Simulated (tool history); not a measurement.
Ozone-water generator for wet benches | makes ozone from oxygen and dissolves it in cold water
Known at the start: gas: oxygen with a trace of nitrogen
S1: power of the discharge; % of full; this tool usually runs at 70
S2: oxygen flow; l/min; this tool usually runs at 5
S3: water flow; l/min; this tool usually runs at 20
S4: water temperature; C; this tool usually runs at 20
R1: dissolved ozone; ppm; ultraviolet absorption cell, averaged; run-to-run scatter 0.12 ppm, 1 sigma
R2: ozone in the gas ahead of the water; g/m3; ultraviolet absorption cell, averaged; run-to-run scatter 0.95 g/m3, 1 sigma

run 1 hour=0 | S1=70 S2=5 S3=20 S4=20 | R1=12.1 R2=160.5
run 2 hour=148.3 | S1=70 S2=5 S3=20 S4=28 | R1=10.5 R2=160.5
run 3 hour=343.7 | S1=70 S2=5 S3=20 S4=28 | R1=10.7 R2=161.8
run 4 hour=549 | S1=70 S2=2.84 S3=20 S4=28 | R1=11.3 R2=234.8
run 5 hour=639.4 | S1=70 S2=2.84 S3=20 S4=28 | R1=11.6 R2=233.6
run 6 hour=809.7 | S1=70 S2=2.84 S3=20 S4=28 | R1=11.5 R2=234.8
-- hour=962.6 contactor cleaned
run 7 hour=1012.2 | S1=70 S2=5.14 S3=20 S4=20 | R1=12.3 R2=157.6
run 8 hour=1161.9 | S1=70 S2=5.14 S3=20 S4=20 | R1=12.1 R2=158.9
run 9 hour=1382.3 | S1=70 S2=5.14 S3=20 S4=20 | R1=12.4 R2=157.8
run 10 hour=1550.2 | S1=52 S2=5 S3=20 S4=14 | R1=10.6 R2=129.7
run 11 hour=1765.8 | S1=52 S2=5 S3=20 S4=14 | R1=11 R2=132.1
run 12 hour=1959.1 | S1=52 S2=5 S3=20 S4=14 | R1=10.8 R2=130.7
run 13 hour=2061 | S1=52 S2=5 S3=20 S4=14 | R1=10.6 R2=129.5
run 14 hour=2268.5 | S1=70 S2=2.7 S3=20 S4=28 | R1=11.6 R2=241.1
run 15 hour=2467.2 | S1=66 S2=2.7 S3=20 S4=20 | R1=12 R2=231.4
run 16 hour=2605.2 | S1=74 S2=2.7 S3=20 S4=16 | R1=13.7 R2=249.4

Branching from run 16: 5 alternative next runs. What would each branch give?
run A hour=2750.7 | S1=55 S2=4.51 S3=22 S4=20 | R1=? R2=?
run B hour=2750.7 | S1=96 S2=2.98 S3=21 S4=16 | R1=? R2=?
run C hour=2750.7 | S1=70 S2=4.83 S3=20 S4=22 | R1=? R2=?
run D hour=2750.7 | S1=67 S2=5 S3=19 S4=13 | R1=? R2=?
run E hour=2750.7 | S1=98 S2=4.28 S3=20 S4=26 | R1=? R2=?

run=A R1=9.6 R2=145.1
run=B R1=14.9 R2=282.5
run=C R1=11.7 R2=163.8
run=D R1=13.5 R2=154.9
run=E R1=14.4 R2=223.5
With the hidden condition removed and each run's random variation left untouched, the same runs would have given:
run=A R1=9.6 R2=147.4
run=B R1=15 R2=287.1
run=C R1=11.7 R2=166.4
run=D R1=13.5 R2=157.3
run=E R1=14.4 R2=227
